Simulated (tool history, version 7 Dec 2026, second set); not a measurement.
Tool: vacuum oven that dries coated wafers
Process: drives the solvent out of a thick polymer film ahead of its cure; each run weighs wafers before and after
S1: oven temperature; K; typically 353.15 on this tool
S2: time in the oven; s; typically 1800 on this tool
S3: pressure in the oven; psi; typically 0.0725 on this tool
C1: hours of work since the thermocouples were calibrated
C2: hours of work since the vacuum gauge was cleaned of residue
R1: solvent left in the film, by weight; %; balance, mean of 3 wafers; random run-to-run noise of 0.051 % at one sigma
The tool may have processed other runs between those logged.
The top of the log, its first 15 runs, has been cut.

| run | hour | S1 | S2 | S3 | C1 | C2 | R1 |
|---|---|---|---|---|---|---|---|
| 16 | 300.9 | 353.15 | 1260 | 0.0725 | 125 | 290 | 1.9 |
| 17 | 322.4 | 353.15 | 1260 | 0.0725 | 140 | 305 | 1.89 |
| 18 | 344.9 | 353.15 | 1740 | 0.0725 | 156 | 321 | 1.04 |
| 19 | 360.5 | 353.15 | 1740 | 0.0725 | 167 | 332 | 1.01 |
| 20 | 381 | 353.15 | 1740 | 0.0725 | 181 | 346 | 1.15 |
| 21 | 405.3 | 353.15 | 2340 | 0.0725 | 199 | 364 | 0.61 |
| 22 | 422.3 | 353.15 | 1800 | 0.1767 | 211 | 375 | 1.5 |
| 23 | 447.2 | 368.15 | 1800 | 0.0725 | 228 | 393 | 0.2 |
| 24 | 467 | 339.15 | 1740 | 0.1568 | 242 | 407 | 5.68 |
| 25 | 487.8 | 365.15 | 1200 | 0.1838 | 257 | 422 | 0.64 |
| 26 | 505.3 | 365.15 | 1200 | 0.1838 | 269 | 434 | 0.64 |
| 27 | 523.6 | 351.15 | 1440 | 0.1141 | 282 | 447 | 2.11 |
| 28 | 537.6 | 351.15 | 1440 | 0.1141 | 292 | 457 | 2.21 |
| 29 | 549.4 | 351.15 | 1440 | 0.1141 | 300 | 465 | 2.11 |
| 30 | 570.9 | 345.15 | 3240 | 0.1141 | 316 | 480 | 1.42 |
| 31 | 582.5 | 345.15 | 3240 | 0.1141 | 324 | 489 | 1.49 |
| 32 | 608.7 | 366.15 | 2820 | 0.2273 | 342 | 507 | 0.69 |
| 33 | 620.2 | 366.15 | 2820 | 0.0738 | 350 | 515 | 0.2 |
| 34 | 645.3 | 366.15 | 2760 | 0.0986 | 368 | 533 | 0.25 |
| 35 | 661.1 | 364.15 | 1800 | 0.198 | 379 | 544 | 0.63 |
| 36 | 680.3 | 366.15 | 2940 | 0.1571 | 393 | 558 | 0.41 |
| 37 | 694.8 | 367.15 | 2940 | 0.1571 | 403 | 568 | 0.47 |
| 38 | 711.1 | 366.15 | 1620 | 0.2467 | 415 | 580 | 0.72 |
| 39 | 724.1 | 340.15 | 2340 | 0.2421 | 424 | 589 | 4.82 |
| 40 | 736 | 368.15 | 1440 | 0.2444 | 432 | 597 | 0.66 |

Consider 5 possible next runs. They are alternatives, not a sequence: every one starts from the tool as it was left by run 40. What does each give?
| A | 758.8 | 343.15 | 1740 | 0.197 | 448 | 613 | ? |
| B | 758.8 | 355.15 | 1020 | 0.2023 | 448 | 613 | ? |
| C | 758.8 | 368.15 | 1740 | 0.1236 | 448 | 613 | ? |
| D | 758.8 | 368.15 | 1260 | 0.2444 | 448 | 613 | ? |
| E | 758.8 | 351.15 | 3120 | 0.1371 | 448 | 613 | ? |

| run | R1 |
|---|---|
| A | 4.6 |
| B | 2.67 |
| C | 0.33 |
| D | 0.61 |
| E | 0.84 |
Had the tool no hidden state, the same runs would have come out as:
| run | R1 |
|---|---|
| A | 4.35 |
| B | 2.48 |
| C | 0.3 |
| D | 0.57 |
| E | 0.74 |
